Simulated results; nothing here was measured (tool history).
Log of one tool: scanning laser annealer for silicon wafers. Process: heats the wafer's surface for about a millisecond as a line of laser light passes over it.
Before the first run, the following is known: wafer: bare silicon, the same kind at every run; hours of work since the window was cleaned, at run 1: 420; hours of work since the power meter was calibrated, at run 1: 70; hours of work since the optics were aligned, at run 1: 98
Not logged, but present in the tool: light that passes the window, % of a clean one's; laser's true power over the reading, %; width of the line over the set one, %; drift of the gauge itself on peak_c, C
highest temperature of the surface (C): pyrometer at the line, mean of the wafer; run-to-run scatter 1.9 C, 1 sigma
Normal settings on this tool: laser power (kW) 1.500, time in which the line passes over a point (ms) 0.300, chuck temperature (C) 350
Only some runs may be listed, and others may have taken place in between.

run	hour	laser power (kW)	time in which the line passes over a point (ms)	chuck temperature (C)	hours of work since the window was cleaned	hours of work since the power meter was calibrated	hours of work since the optics were aligned	highest temperature of the surface (C)
1	0.0	1.500	0.300	350	420	70	98	1150
2	5.9	1.500	0.300	350	424	73	101	1151
3	10.3	1.500	0.286	350	426	75	103	1128
4	15.0	1.500	0.300	350	428	78	106	1149
5	21.4	1.343	0.300	350	432	81	109	1044
6	28.8	1.343	0.300	350	436	85	113	1049
7	33.1	1.500	0.367	370	438	88	116	1266
8	42.0	1.314	0.367	326	443	93	121	1091
9	47.1	1.292	0.231	379	446	95	123	951
10	51.8	1.292	0.231	379	448	98	126	950
11	56.0	1.390	0.340	383	451	100	128	1164

Selected run-to-run steps in highest temperature of the surface (C), each split into two signed amounts: the part the tool would show with no hidden state at all (from settings, incoming material and random variation), and the remainder, which goes to the hidden state together with any gauge scatter not common to the measured and the hidden-state-free results:
Run 6 -> 7: laser power (kW) 1.343 -> 1.500, time in which the line passes over a point (ms) 0.300 -> 0.367, chuck temperature (C) 350 -> 370. highest temperature of the surface (C) +217: hidden state -5, all else +222.
Run 8 -> 9: laser power (kW) 1.314 -> 1.292, time in which the line passes over a point (ms) 0.367 -> 0.231, chuck temperature (C) 326 -> 379. highest temperature of the surface (C) -140: hidden state +6, all else -146.

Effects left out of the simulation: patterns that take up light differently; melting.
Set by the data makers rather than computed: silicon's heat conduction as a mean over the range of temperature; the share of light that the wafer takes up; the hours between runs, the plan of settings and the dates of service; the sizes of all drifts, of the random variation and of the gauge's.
